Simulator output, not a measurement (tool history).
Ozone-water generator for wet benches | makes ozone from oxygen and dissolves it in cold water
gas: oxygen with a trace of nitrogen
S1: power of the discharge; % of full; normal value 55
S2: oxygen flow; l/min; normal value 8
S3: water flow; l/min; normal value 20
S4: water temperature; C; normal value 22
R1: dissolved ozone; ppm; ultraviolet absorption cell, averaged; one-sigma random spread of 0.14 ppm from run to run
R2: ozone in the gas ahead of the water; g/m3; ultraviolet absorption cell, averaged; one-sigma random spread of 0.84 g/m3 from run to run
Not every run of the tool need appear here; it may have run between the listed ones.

run	hour	S1	S2	S3	S4	R1	R2
1	0	55	8	20	22	15.1	125.1
2	65.9	55	13.66	20	22	14.6	102.1
3	133.1	55	13.66	20	22	14.7	100.6
4	235.1	55	13.66	20	22	14.4	101.1
5	306.8	55	13.66	20	29	12.5	101.1
6	398.2	55	13.66	20	29	12.3	101.5
7	456.3	55	8	20	22	14.7	124.3
8	515.1	55	8	20	22	14.6	124.7
9	572.9	55	8	20	22	14.5	124.6
10	647.9	77	8	20	22	19.2	162.5
11	723.6	55	8	20	22	14.6	123.5
12	770.5	55	8	20	22	14.4	123.6
13	858.3	55	8	20	22	14.5	121.6
14	942.6	55	8	20	22	14.4	122.9
15	1039.2	47	6.43	23	24	10.5	117.9
16	1102.5	63	6.43	26	16	13.7	148.5
17	1155.7	63	6.43	26	16	14	147.6
18	1243.5	88	8	15	27	22.5	175.1
19	1328.6	88	8	15	27	22.4	176.3
20	1398	88	8	15	27	22.1	175.8
# hour 1407.9: water thermometer calibrated
21	1471.3	88	8	15	27	22	175.2
22	1570.7	88	8.35	15	18	26.8	171.9
23	1625.2	88	8.35	15	18	26.6	172.2
24	1725	78	10.63	15	18	23.9	141.5
25	1823.9	69	4.05	14	19	21.6	187.3
26	1915	69	4.05	14	19	21.5	187.4
27	1961.4	69	4.05	15	19	20.1	184.2
28	2034.6	60	8	20	27	13.4	128.9

Predict each of these 3 candidate next runs independently; none follows another, all start after run 28:
A	2128.8	74	8	15	29	?	?
B	2128.8	60	8	27	27	?	?
C	2128.8	60	8	28	27	?	?

run	R1	R2
A	17.7	147.9
B	10.6	129
C	10.2	127.5
With the hidden condition removed and each run's random variation left untouched, the same runs would have given:
run	R1	R2
A	21.7	173.5
B	12.9	147.3
C	12.4	145.7
